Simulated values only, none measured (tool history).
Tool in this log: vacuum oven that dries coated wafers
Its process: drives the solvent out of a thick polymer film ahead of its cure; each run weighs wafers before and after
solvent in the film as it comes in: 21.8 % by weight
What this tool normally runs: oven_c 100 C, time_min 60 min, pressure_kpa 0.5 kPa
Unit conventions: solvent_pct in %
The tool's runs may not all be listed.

run 1 hour=0 | oven_c=100 time_min=60 pressure_kpa=0.5 | solvent_pct=0.89
run 2 hour=22.2 | oven_c=100 time_min=60 pressure_kpa=0.5 | solvent_pct=0.78
run 3 hour=42.6 | oven_c=85 time_min=60 pressure_kpa=0.5 | solvent_pct=3.89
run 4 hour=70.8 | oven_c=85 time_min=60 pressure_kpa=0.5 | solvent_pct=3.84
run 5 hour=98.3 | oven_c=100 time_min=60 pressure_kpa=0.5 | solvent_pct=0.8
-- hour=104.2 oven's thermocouples calibrated
run 6 hour=120.2 | oven_c=95 time_min=60 pressure_kpa=0.5 | solvent_pct=1.47
run 7 hour=147.7 | oven_c=95 time_min=60 pressure_kpa=0.5 | solvent_pct=1.48
run 8 hour=172.1 | oven_c=95 time_min=60 pressure_kpa=0.5 | solvent_pct=1.52
run 9 hour=190.1 | oven_c=95 time_min=60 pressure_kpa=0.5 | solvent_pct=1.47
run 10 hour=209.2 | oven_c=100 time_min=34 pressure_kpa=0.5 | solvent_pct=2.79
run 11 hour=229.5 | oven_c=100 time_min=38 pressure_kpa=0.5 | solvent_pct=2.24
run 12 hour=253.6 | oven_c=100 time_min=60 pressure_kpa=0.5 | solvent_pct=0.83
run 13 hour=281.4 | oven_c=100 time_min=60 pressure_kpa=0.5 | solvent_pct=0.81
run 14 hour=299.6 | oven_c=100 time_min=60 pressure_kpa=0.883 | solvent_pct=0.98
run 15 hour=321.9 | oven_c=100 time_min=68 pressure_kpa=0.883 | solvent_pct=0.79
run 16 hour=337.1 | oven_c=100 time_min=68 pressure_kpa=0.883 | solvent_pct=0.74
run 17 hour=356.9 | oven_c=100 time_min=60 pressure_kpa=0.5 | solvent_pct=0.84
run 18 hour=380.7 | oven_c=100 time_min=60 pressure_kpa=0.5 | solvent_pct=0.8
run 19 hour=400.5 | oven_c=100 time_min=60 pressure_kpa=0.5 | solvent_pct=0.81
run 20 hour=428.7 | oven_c=100 time_min=60 pressure_kpa=0.5 | solvent_pct=0.82
run 21 hour=454.5 | oven_c=100 time_min=60 pressure_kpa=0.5 | solvent_pct=0.77
run 22 hour=475 | oven_c=100 time_min=60 pressure_kpa=0.5 | solvent_pct=0.81
run 23 hour=500.5 | oven_c=100 time_min=60 pressure_kpa=0.5 | solvent_pct=0.81
run 24 hour=517.8 | oven_c=100 time_min=60 pressure_kpa=0.5 | solvent_pct=0.89
run 25 hour=537.7 | oven_c=104 time_min=33 pressure_kpa=1.764 | solvent_pct=2.51
run 26 hour=554.9 | oven_c=104 time_min=33 pressure_kpa=0.51 | solvent_pct=2.05
run 27 hour=579.7 | oven_c=100 time_min=76 pressure_kpa=0.376 | solvent_pct=0.48
run 28 hour=592.8 | oven_c=115 time_min=61 pressure_kpa=0.795 | solvent_pct=0.25
run 29 hour=620 | oven_c=115 time_min=61 pressure_kpa=0.795 | solvent_pct=0.24
run 30 hour=635.4 | oven_c=97 time_min=61 pressure_kpa=1.396 | solvent_pct=1.56
run 31 hour=658 | oven_c=97 time_min=61 pressure_kpa=1.396 | solvent_pct=1.59
run 32 hour=669.9 | oven_c=97 time_min=61 pressure_kpa=1.396 | solvent_pct=1.56
run 33 hour=691.9 | oven_c=97 time_min=61 pressure_kpa=1.396 | solvent_pct=1.61
run 34 hour=719.9 | oven_c=108 time_min=54 pressure_kpa=1.791 | solvent_pct=0.76
run 35 hour=739.1 | oven_c=113 time_min=60 pressure_kpa=0.5 | solvent_pct=0.16
run 36 hour=762.4 | oven_c=103 time_min=52 pressure_kpa=0.5 | solvent_pct=0.79
run 37 hour=788.3 | oven_c=100 time_min=39 pressure_kpa=0.807 | solvent_pct=2.24
run 38 hour=801.7 | oven_c=100 time_min=39 pressure_kpa=0.807 | solvent_pct=2.29
run 39 hour=824.1 | oven_c=100 time_min=39 pressure_kpa=0.807 | solvent_pct=2.28
run 40 hour=841 | oven_c=109 time_min=33 pressure_kpa=0.469 | solvent_pct=1.14
run 41 hour=868.2 | oven_c=109 time_min=33 pressure_kpa=0.469 | solvent_pct=1.17
run 42 hour=885.5 | oven_c=90 time_min=42 pressure_kpa=1.373 | solvent_pct=4.87
run 43 hour=897.5 | oven_c=100 time_min=60 pressure_kpa=0.997 | solvent_pct=1.03
run 44 hour=918.9 | oven_c=100 time_min=60 pressure_kpa=0.997 | solvent_pct=1
run 45 hour=930.6 | oven_c=100 time_min=60 pressure_kpa=0.997 | solvent_pct=0.93
run 46 hour=950.3 | oven_c=100 time_min=52 pressure_kpa=0.89 | solvent_pct=1.29
-- hour=966.7 oven's thermocouples calibrated
run 47 hour=971.6 | oven_c=100 time_min=92 pressure_kpa=0.431 | solvent_pct=0.21

3 options for the next run, each taken on its own from the tool as it stands now. Forecast them:
run A hour=996.1 | oven_c=100 time_min=63 pressure_kpa=1.175 | solvent_pct=?
run B hour=996.1 | oven_c=96 time_min=32 pressure_kpa=0.5 | solvent_pct=?
run C hour=996.1 | oven_c=99 time_min=40 pressure_kpa=0.269 | solvent_pct=?

run=A solvent_pct=0.95
run=B solvent_pct=4.14
run=C solvent_pct=2.15
With no hidden state in the tool, these same runs would have given:
run=A solvent_pct=0.95
run=B solvent_pct=4.13
run=C solvent_pct=2.14
